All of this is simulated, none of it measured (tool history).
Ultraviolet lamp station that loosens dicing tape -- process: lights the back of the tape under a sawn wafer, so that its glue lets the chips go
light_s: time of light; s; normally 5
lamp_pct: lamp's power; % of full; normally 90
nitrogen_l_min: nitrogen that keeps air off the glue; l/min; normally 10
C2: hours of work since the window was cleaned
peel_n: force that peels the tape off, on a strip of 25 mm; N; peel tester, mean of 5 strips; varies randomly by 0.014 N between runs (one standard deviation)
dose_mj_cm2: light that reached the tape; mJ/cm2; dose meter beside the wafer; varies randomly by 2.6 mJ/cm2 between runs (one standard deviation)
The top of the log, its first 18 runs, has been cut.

run 19 hour=127.4 | light_s=5 lamp_pct=66 nitrogen_l_min=10 | hours_of_work_of_the_lamp=300 C2=83 | peel_n=1.076 dose_mj_cm2=239
run 20 hour=134.5 | light_s=5 lamp_pct=66 nitrogen_l_min=10 | hours_of_work_of_the_lamp=304 C2=88 | peel_n=1.100 dose_mj_cm2=240
run 21 hour=141.4 | light_s=5 lamp_pct=66 nitrogen_l_min=10 | hours_of_work_of_the_lamp=308 C2=92 | peel_n=1.079 dose_mj_cm2=240
run 22 hour=150.2 | light_s=4 lamp_pct=81 nitrogen_l_min=10 | hours_of_work_of_the_lamp=314 C2=97 | peel_n=1.063 dose_mj_cm2=235
run 23 hour=154.6 | light_s=4 lamp_pct=81 nitrogen_l_min=10 | hours_of_work_of_the_lamp=317 C2=100 | peel_n=1.122 dose_mj_cm2=239
run 24 hour=163.4 | light_s=4 lamp_pct=81 nitrogen_l_min=10 | hours_of_work_of_the_lamp=322 C2=106 | peel_n=1.111 dose_mj_cm2=240
run 25 hour=172.9 | light_s=4 lamp_pct=81 nitrogen_l_min=10 | hours_of_work_of_the_lamp=328 C2=112 | peel_n=1.111 dose_mj_cm2=237
run 26 hour=178.1 | light_s=5 lamp_pct=68 nitrogen_l_min=12 | hours_of_work_of_the_lamp=331 C2=115 | peel_n=0.884 dose_mj_cm2=252
run 27 hour=187.0 | light_s=5 lamp_pct=68 nitrogen_l_min=12 | hours_of_work_of_the_lamp=337 C2=120 | peel_n=0.894 dose_mj_cm2=249
run 28 hour=195.0 | light_s=8 lamp_pct=96 nitrogen_l_min=3 | hours_of_work_of_the_lamp=342 C2=125 | peel_n=0.576 dose_mj_cm2=561
run 29 hour=200.5 | light_s=3 lamp_pct=96 nitrogen_l_min=3 | hours_of_work_of_the_lamp=345 C2=129 | peel_n=2.331 dose_mj_cm2=207
run 30 hour=209.3 | light_s=5 lamp_pct=73 nitrogen_l_min=3 | hours_of_work_of_the_lamp=351 C2=134 | peel_n=1.775 dose_mj_cm2=271
run 31 hour=218.0 | light_s=3 lamp_pct=72 nitrogen_l_min=10 | hours_of_work_of_the_lamp=356 C2=140 | peel_n=1.908 dose_mj_cm2=160
run 32 hour=223.5 | light_s=2 lamp_pct=76 nitrogen_l_min=4 | hours_of_work_of_the_lamp=360 C2=143 | peel_n=3.335 dose_mj_cm2=111
run 33 hour=229.2 | light_s=2 lamp_pct=76 nitrogen_l_min=4 | hours_of_work_of_the_lamp=363 C2=147 | peel_n=3.254 dose_mj_cm2=109
run 34 hour=237.8 | light_s=2 lamp_pct=76 nitrogen_l_min=4 | hours_of_work_of_the_lamp=368 C2=152 | peel_n=3.347 dose_mj_cm2=112
run 35 hour=247.7 | light_s=3 lamp_pct=62 nitrogen_l_min=19 | hours_of_work_of_the_lamp=375 C2=158 | peel_n=1.847 dose_mj_cm2=135
run 36 hour=255.2 | light_s=3 lamp_pct=62 nitrogen_l_min=19 | hours_of_work_of_the_lamp=379 C2=163 | peel_n=1.791 dose_mj_cm2=139
run 37 hour=263.5 | light_s=3 lamp_pct=62 nitrogen_l_min=10 | hours_of_work_of_the_lamp=384 C2=168 | peel_n=2.278 dose_mj_cm2=136
run 38 hour=271.1 | light_s=5 lamp_pct=96 nitrogen_l_min=4 | hours_of_work_of_the_lamp=389 C2=173 | peel_n=1.009 dose_mj_cm2=349
run 39 hour=275.6 | light_s=4 lamp_pct=90 nitrogen_l_min=8 | hours_of_work_of_the_lamp=392 C2=176 | peel_n=1.063 dose_mj_cm2=265
run 40 hour=284.4 | light_s=5 lamp_pct=70 nitrogen_l_min=10 | hours_of_work_of_the_lamp=397 C2=181 | peel_n=1.024 dose_mj_cm2=255
run 41 hour=293.3 | light_s=2 lamp_pct=65 nitrogen_l_min=12 | hours_of_work_of_the_lamp=403 C2=187 | peel_n=2.760 dose_mj_cm2=94
run 42 hour=300.3 | light_s=2 lamp_pct=74 nitrogen_l_min=17 | hours_of_work_of_the_lamp=407 C2=191 | peel_n=2.403 dose_mj_cm2=108

Branching from run 42: 5 alternative next runs. What would each branch give?
run A hour=308.0 | light_s=7 lamp_pct=82 nitrogen_l_min=15 | hours_of_work_of_the_lamp=412 C2=196 | peel_n=? dose_mj_cm2=?
run B hour=308.0 | light_s=5 lamp_pct=90 nitrogen_l_min=10 | hours_of_work_of_the_lamp=412 C2=196 | peel_n=? dose_mj_cm2=?
run C hour=308.0 | light_s=2 lamp_pct=90 nitrogen_l_min=10 | hours_of_work_of_the_lamp=412 C2=196 | peel_n=? dose_mj_cm2=?
run D hour=308.0 | light_s=4 lamp_pct=63 nitrogen_l_min=6 | hours_of_work_of_the_lamp=412 C2=196 | peel_n=? dose_mj_cm2=?
run E hour=308.0 | light_s=3 lamp_pct=77 nitrogen_l_min=6 | hours_of_work_of_the_lamp=412 C2=196 | peel_n=? dose_mj_cm2=?

run=A peel_n=0.334 dose_mj_cm2=426
run=B peel_n=0.635 dose_mj_cm2=328
run=C peel_n=2.286 dose_mj_cm2=131
run=D peel_n=2.026 dose_mj_cm2=186
run=E peel_n=2.114 dose_mj_cm2=172
Take away the tool's hidden state, keep each run's random variation, and the runs would have read:
run=A peel_n=0.334 dose_mj_cm2=426
run=B peel_n=0.634 dose_mj_cm2=328
run=C peel_n=2.285 dose_mj_cm2=131
run=D peel_n=2.025 dose_mj_cm2=186
run=E peel_n=2.112 dose_mj_cm2=172
